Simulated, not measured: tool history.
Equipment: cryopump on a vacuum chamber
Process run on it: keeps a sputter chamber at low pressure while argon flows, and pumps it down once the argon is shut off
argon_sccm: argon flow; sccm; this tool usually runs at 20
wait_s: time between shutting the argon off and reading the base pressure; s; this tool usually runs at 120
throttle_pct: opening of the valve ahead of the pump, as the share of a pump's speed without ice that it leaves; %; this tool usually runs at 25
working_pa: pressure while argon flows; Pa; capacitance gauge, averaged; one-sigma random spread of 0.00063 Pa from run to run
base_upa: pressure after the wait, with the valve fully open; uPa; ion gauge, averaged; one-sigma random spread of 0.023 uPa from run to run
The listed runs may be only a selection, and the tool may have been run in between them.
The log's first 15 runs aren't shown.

run	hour	argon_sccm	wait_s	throttle_pct	working_pa	base_upa
# hour 1166.1: pump warmed up, emptied and cooled again
16	1208.2	11	120	25	0.0535	0.95
17	1301.7	11	120	25	0.0535	0.93
18	1361.3	13	43	55	0.0297	2
19	1423.7	18	120	26	0.0838	0.97
20	1538.7	18	120	41	0.0544	0.97
21	1643.4	18	130	46	0.0489	0.95
22	1718.1	22	21	18	0.1487	3.41
23	1794.2	12	266	38	0.0394	0.74

Forecast run 24:
24	1856.9	12	168	31	?	?

working_pa: 0.0482 Pa
base_upa: 0.92 uPa
Minus the tool's unlogged condition, the same run would have read working_pa 0.0464 Pa, base_upa 0.6 uPa.

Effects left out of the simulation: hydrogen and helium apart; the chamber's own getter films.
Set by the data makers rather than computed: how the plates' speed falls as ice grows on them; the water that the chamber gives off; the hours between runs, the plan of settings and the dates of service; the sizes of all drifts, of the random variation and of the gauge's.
